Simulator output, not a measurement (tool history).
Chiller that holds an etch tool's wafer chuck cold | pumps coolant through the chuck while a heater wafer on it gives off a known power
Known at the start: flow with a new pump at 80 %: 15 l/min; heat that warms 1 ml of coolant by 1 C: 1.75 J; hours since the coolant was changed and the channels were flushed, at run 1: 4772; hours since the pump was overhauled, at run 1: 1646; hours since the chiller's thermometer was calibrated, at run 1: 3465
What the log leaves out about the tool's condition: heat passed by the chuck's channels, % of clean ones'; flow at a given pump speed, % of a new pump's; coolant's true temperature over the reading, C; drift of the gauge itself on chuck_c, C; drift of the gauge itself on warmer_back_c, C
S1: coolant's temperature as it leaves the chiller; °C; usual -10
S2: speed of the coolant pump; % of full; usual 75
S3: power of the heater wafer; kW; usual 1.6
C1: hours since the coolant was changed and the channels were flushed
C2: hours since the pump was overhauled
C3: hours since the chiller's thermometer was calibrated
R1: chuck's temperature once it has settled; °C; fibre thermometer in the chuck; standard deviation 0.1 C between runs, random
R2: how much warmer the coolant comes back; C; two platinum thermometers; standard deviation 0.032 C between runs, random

Run 1, day 0: usual settings; C1 4772; C2 1646; C3 3465. Result: R1 6.6 °C, R2 3.93 C.
Run 2, day 0.888: usual settings; C1 4794; C2 1667; C3 3486. Result: R1 6.7 °C, R2 3.91 C.
Run 3, day 1.908: usual settings but S1 -1 °C; C1 4818; C2 1692; C3 3511. Result: R1 15.5 °C, R2 3.89 C.
Run 4, day 2.708: usual settings but S1 -1 °C; C1 4837; C2 1711; C3 3530. Result: R1 15.6 °C, R2 3.83 C.
Run 5, day 3.662: usual settings but S2 64 % of full; C1 4860; C2 1734; C3 3553. Result: R1 8.7 °C, R2 4.48 C.
Run 6, day 4.988: usual settings but S3 1.615 kW; C1 4892; C2 1766; C3 3585. Result: R1 7 °C, R2 3.98 C.
Run 7, day 6.129: usual settings but S3 2.076 kW; C1 4919; C2 1793; C3 3612. Result: R1 11.4 °C, R2 5.04 C.
Run 8, day 7.012: usual settings but S3 2.156 kW; C1 4941; C2 1814; C3 3633. Result: R1 12.3 °C, R2 5.21 C.
Run 9, day 8.654: usual settings but S1 -14 °C; C1 4980; C2 1854; C3 3673. Result: R1 2.6 °C, R2 3.92 C.
Run 10, day 9.562: usual settings but S1 -14 °C; C1 5002; C2 1875; C3 3694. Result: R1 2.8 °C, R2 3.89 C.
Run 11, day 10.888: usual settings but S1 -14 °C; C1 5034; C2 1907; C3 3726. Result: R1 2.6 °C, R2 3.87 C.
Run 12, day 12.504: usual settings but S1 -6 °C, S2 99 % of full, S3 2.373 kW; C1 5072; C2 1946; C3 3765. Result: R1 14.1 °C, R2 4.43 C.
Run 13, day 13.912: usual settings but S1 -4 °C, S2 99 % of full; C1 5106; C2 1980; C3 3799. Result: R1 9.5 °C, R2 3.08 C.
Run 14, day 15.521: usual settings but S1 -4 °C, S2 99 % of full; C1 5145; C2 2018; C3 3837. Result: R1 9.5 °C, R2 3.02 C.
Run 15, day 17.171: usual settings but S1 -15 °C, S2 99 % of full; C1 5184; C2 2058; C3 3877. Result: R1 -1.5 °C, R2 2.95 C.

Forecast run 16:
Run 16, day 18.221: usual settings but S2 96 % of full, S3 1.182 kW; C1 5210; C2 2083; C3 3902. Result: R1 ?, R2 ?.

For run 16 the tool returned R1 0.2 °C, R2 2.24 C.
With the hidden condition absent and the run-to-run variation left alone, this run would have shown R1 0.2 °C, R2 2.24 C.
